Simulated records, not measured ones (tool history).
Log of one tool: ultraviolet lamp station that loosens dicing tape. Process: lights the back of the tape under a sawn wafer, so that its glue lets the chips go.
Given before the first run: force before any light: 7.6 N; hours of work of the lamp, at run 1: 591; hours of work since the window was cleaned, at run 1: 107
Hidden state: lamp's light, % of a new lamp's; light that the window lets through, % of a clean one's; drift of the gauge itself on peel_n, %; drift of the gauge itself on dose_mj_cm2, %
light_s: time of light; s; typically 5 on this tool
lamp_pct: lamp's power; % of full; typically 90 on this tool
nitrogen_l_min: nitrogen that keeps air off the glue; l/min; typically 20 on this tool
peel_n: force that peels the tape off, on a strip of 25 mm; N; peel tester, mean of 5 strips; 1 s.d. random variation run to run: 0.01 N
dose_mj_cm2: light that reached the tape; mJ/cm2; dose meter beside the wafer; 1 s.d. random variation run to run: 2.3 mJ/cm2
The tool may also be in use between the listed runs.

run,hour,light_s,lamp_pct,nitrogen_l_min,hours of work of the lamp,hours of work since the window was cleaned,peel_n,dose_mj_cm2
1,0.0,5,90,20,591,107,0.475,242
2,59.3,5,90,12,635,150,0.584,242
3,90.8,5,90,12,658,174,0.565,241
4,126.5,5,90,12,684,200,0.572,241
5,165.4,5,65,12,713,228,1.125,176
6,232.9,5,90,20,762,278,0.458,241
7,299.0,5,90,7,811,327,0.785,239
8,342.2,5,90,7,843,359,0.729,246
9,393.5,5,90,7,880,396,0.762,236
10,431.8,5,90,7,909,424,0.774,239
11,499.2,5,90,36,958,474,0.398,243
# hour 520.0: window cleaned of glue's vapour
12,566.2,7,90,36,1007,34,0.176,343
# hour 600.8: lamp changed
13,631.2,7,90,36,22,81,0.191,344
14,661.1,5,90,22,44,103,0.443,239
15,708.2,2,90,10,79,138,2.677,99
16,764.0,6,81,17,120,179,0.412,259
17,813.1,5,68,32,156,215,0.754,183
18,861.6,5,65,20,192,251,0.906,172
19,929.6,6,69,19,242,301,0.583,228
20,993.5,8,86,17,289,348,0.197,368
21,1058.7,8,86,17,337,396,0.195,369
22,1123.1,9,90,20,384,443,0.155,431
23,1152.4,9,90,20,406,465,0.147,438
# hour 1183.5: window cleaned of glue's vapour
24,1191.3,2,96,9,434,6,2.483,104
25,1253.2,3,90,19,480,51,1.285,147
26,1314.0,5,83,19,524,96,0.569,224
27,1370.8,4,90,20,566,138,0.780,194

Below are 4 alternative next runs, each starting from the tool's condition after run 27. Predict each:
A,1428.5,10,90,9,609,180,?,?
B,1428.5,5,90,16,609,180,?,?
C,1428.5,3,90,20,609,180,?,?
D,1428.5,3,89,20,609,180,?,?

run,peel_n,dose_mj_cm2
A,0.163,486
B,0.489,242
C,1.332,144
D,1.324,141
Take away the tool's hidden state, keep each run's random variation, and the runs would have read:
run,peel_n,dose_mj_cm2
A,0.163,487
B,0.487,243
C,1.328,144
D,1.320,141
